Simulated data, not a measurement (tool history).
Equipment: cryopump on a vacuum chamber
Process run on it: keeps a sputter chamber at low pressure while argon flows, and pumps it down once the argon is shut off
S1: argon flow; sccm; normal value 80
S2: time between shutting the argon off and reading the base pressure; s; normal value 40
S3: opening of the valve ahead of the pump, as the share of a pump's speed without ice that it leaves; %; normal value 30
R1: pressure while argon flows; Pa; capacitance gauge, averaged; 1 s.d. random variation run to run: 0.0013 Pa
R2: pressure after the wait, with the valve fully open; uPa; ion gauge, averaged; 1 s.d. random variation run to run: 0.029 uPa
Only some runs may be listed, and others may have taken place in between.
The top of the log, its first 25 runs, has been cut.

Run 26, day 27.371: usual settings but S1 44 sccm, S2 55 s. Result: R1 0.1701 Pa, R2 1.85 uPa.
Run 27, day 28.288: usual settings but S1 46 sccm, S2 37 s. Result: R1 0.1787 Pa, R2 2.29 uPa.
Run 28, day 29.250: usual settings but S2 37 s, S3 29 %. Result: R1 0.3237 Pa, R2 2.28 uPa.
Run 29, day 30.417: usual settings but S1 37 sccm, S2 26 s, S3 29 %. Result: R1 0.1488 Pa, R2 2.81 uPa.
Run 30, day 31.217: usual settings but S1 37 sccm, S2 26 s, S3 29 %. Result: R1 0.1502 Pa, R2 2.90 uPa.
Run 31, day 32.371: usual settings but S1 102 sccm. Result: R1 0.4033 Pa, R2 2.23 uPa.
Run 32, day 33.862: usual settings but S1 102 sccm. Result: R1 0.4063 Pa, R2 2.25 uPa.
Run 33, day 35.358: usual settings but S1 35 sccm. Result: R1 0.1394 Pa, R2 2.26 uPa.

5 options for the next run, each taken on its own from the tool as it stands now. Forecast them:
At day 36.708: pump warmed up, emptied and cooled again.
Run A, day 36.933: usual settings but S1 33 sccm. Result: R1 ?, R2 ?.
At day 36.708: pump warmed up, emptied and cooled again.
Run B, day 36.933: usual settings but S1 35 sccm, S2 57 s, S3 17 %. Result: R1 ?, R2 ?.
At day 36.708: pump warmed up, emptied and cooled again.
Run C, day 36.933: usual settings but S1 41 sccm, S3 40 %. Result: R1 ?, R2 ?.
At day 36.708: pump warmed up, emptied and cooled again.
Run D, day 36.933: usual settings but S1 35 sccm, S3 17 %. Result: R1 ?, R2 ?.
At day 36.708: pump warmed up, emptied and cooled again.
Run E, day 36.933: usual settings but S1 72 sccm. Result: R1 ?, R2 ?.

run      R1    R2
  A  0.1190  1.99
  B  0.2229  1.62
  C  0.1121  1.92
  D  0.2218  1.98
  E  0.2603  1.95
Take away the tool's hidden state, keep each run's random variation, and the runs would have read:
run      R1    R2
  A  0.1184  1.43
  B  0.2223  1.06
  C  0.1113  1.39
  D  0.2212  1.44
  E  0.2590  1.40
